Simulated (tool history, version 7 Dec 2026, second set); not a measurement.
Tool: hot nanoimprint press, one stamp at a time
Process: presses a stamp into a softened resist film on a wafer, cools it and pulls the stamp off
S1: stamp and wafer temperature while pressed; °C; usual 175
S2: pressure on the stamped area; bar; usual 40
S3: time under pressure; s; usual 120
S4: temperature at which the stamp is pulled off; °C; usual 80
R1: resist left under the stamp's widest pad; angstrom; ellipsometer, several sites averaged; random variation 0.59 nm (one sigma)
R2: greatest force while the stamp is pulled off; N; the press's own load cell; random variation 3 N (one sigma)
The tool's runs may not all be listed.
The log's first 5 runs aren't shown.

{"run": 6, "hour": 36.9, "S1": 175, "S2": 40, "S3": 82, "S4": 80, "R1": 1634, "R2": 184}
{"run": 7, "hour": 47.0, "S1": 175, "S2": 40, "S3": 82, "S4": 80, "R1": 1633, "R2": 178}
{"run": 8, "hour": 55.2, "S1": 175, "S2": 40, "S3": 82, "S4": 80, "R1": 1641, "R2": 181}
{"run": 9, "hour": 65.5, "S1": 175, "S2": 40, "S3": 82, "S4": 80, "R1": 1645, "R2": 179}
{"run": 10, "hour": 73.2, "S1": 175, "S2": 49, "S3": 120, "S4": 80, "R1": 1286, "R2": 186}
{"run": 11, "hour": 79.5, "S1": 175, "S2": 49, "S3": 120, "S4": 80, "R1": 1286, "R2": 185}
{"run": 12, "hour": 89.8, "S1": 182, "S2": 40, "S3": 120, "S4": 80, "R1": 1162, "R2": 187}
{"run": 13, "hour": 100.8, "S1": 182, "S2": 40, "S3": 120, "S4": 80, "R1": 1160, "R2": 189}
{"run": 14, "hour": 108.2, "S1": 182, "S2": 40, "S3": 120, "S4": 80, "R1": 1162, "R2": 187}
{"run": 15, "hour": 114.7, "S1": 182, "S2": 40, "S3": 120, "S4": 80, "R1": 1160, "R2": 191}
{"run": 16, "hour": 123.7, "S1": 182, "S2": 40, "S3": 120, "S4": 80, "R1": 1155, "R2": 190}
{"hour": 127.6, "done": "plate thermocouple calibrated"}
{"run": 17, "hour": 136.8, "S1": 164, "S2": 40, "S3": 164, "S4": 77, "R1": 1852, "R2": 195}
{"run": 18, "hour": 146.6, "S1": 164, "S2": 40, "S3": 164, "S4": 77, "R1": 1859, "R2": 191}

Forecast run 19:
{"run": 19, "hour": 152.8, "S1": 164, "S2": 40, "S3": 164, "S4": 77, "R1": "?", "R2": "?"}

{"run 19": {"R1": 1854, "R2": 206}}
Without the tool's hidden state the same run would have given R1 1819 angstrom, R2 147 N.
